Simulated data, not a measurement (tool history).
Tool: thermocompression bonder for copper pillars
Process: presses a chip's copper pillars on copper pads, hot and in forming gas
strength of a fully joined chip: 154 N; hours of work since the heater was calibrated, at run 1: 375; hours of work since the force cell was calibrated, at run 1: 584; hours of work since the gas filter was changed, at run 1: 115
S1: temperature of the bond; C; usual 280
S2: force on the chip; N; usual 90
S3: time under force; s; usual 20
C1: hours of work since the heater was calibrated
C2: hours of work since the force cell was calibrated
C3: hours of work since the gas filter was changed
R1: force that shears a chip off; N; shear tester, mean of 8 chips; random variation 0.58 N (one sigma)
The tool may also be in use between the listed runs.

run     day   S1   S2  S3   C1   C2   C3    R1
  1   0.000  280   90  20  375  584  115  60.1
  2   0.679  280   90  20  385  594  125  61.2
  3   1.121  280   90  20  391  600  131  60.5
  4   1.508  280   90  20  396  605  136  60.7
  5   1.879  280   90  20  401  610  141  60.7
  6   2.529  280   90  20  410  619  151  61.3
  7   2.979  280   90  20  417  626  157  61.3
  8   3.383  280   90  20  422  631  162  61.4
  9   3.775  280   90  20  428  637  168  61.1
 10   4.212  280   90  20  434  643  174  61.1
      4.679  -- forming gas filter changed
 11   4.767  280   90  20  441  650    1  61.8
 12   5.112  280   90  20  446  655    6  61.3
 13   5.742  280   90  11  455  664   15  49.4
 14   6.396  280   90  11  464  673   24  48.3
 15   7.050  280   90  11  473  682   33  48.2
 16   7.408  280   90  11  478  687   38  48.4
 17   8.088  304   90  20  488  696   48  83.3
 18   8.433  261   87  23  492  701   52  47.0
 19   9.017  278  104  12  500  709   60  53.0
 20   9.475  261   90  16  507  716   67  41.5
 21  10.108  262  107  12  516  725   76  39.2
 22  10.504  286   90  12  521  730   81  54.6
 23  11.096  286   90  12  529  738   89  54.9
 24  11.517  286   90  12  535  744   95  55.4
 25  12.062  253  118  24  543  752  103  49.4
 26  12.546  286   70  20  550  759  110  58.4
 27  13.088  281   70  20  557  766  117  53.8
 28  13.517  280  133  13  563  772  123  63.4
 29  13.929  260   58  45  569  778  129  48.0
 30  14.504  279   80  11  577  786  137  44.4
 31  15.008  309   66  33  584  793  144  90.6
 32  15.467  309   66  33  590  799  150  92.3
 33  15.888  297   66  33  596  805  156  78.9
 34  16.388  257   90  19  603  812  163  40.4

Forecast each of these 4 alternatives for the next run:
  A  16.779  280  115  20  609  818  169   ?
  B  16.779  285   59  19  609  818  169   ?
  C  16.779  257   90  31  609  818  169   ?
  D  16.779  257   55  18  609  818  169   ?

run    R1
  A  69.1
  B  51.7
  C  50.6
  D  29.9
Without the tool's hidden state the same runs would have given:
run    R1
  A  69.3
  B  51.9
  C  50.8
  D  30.0
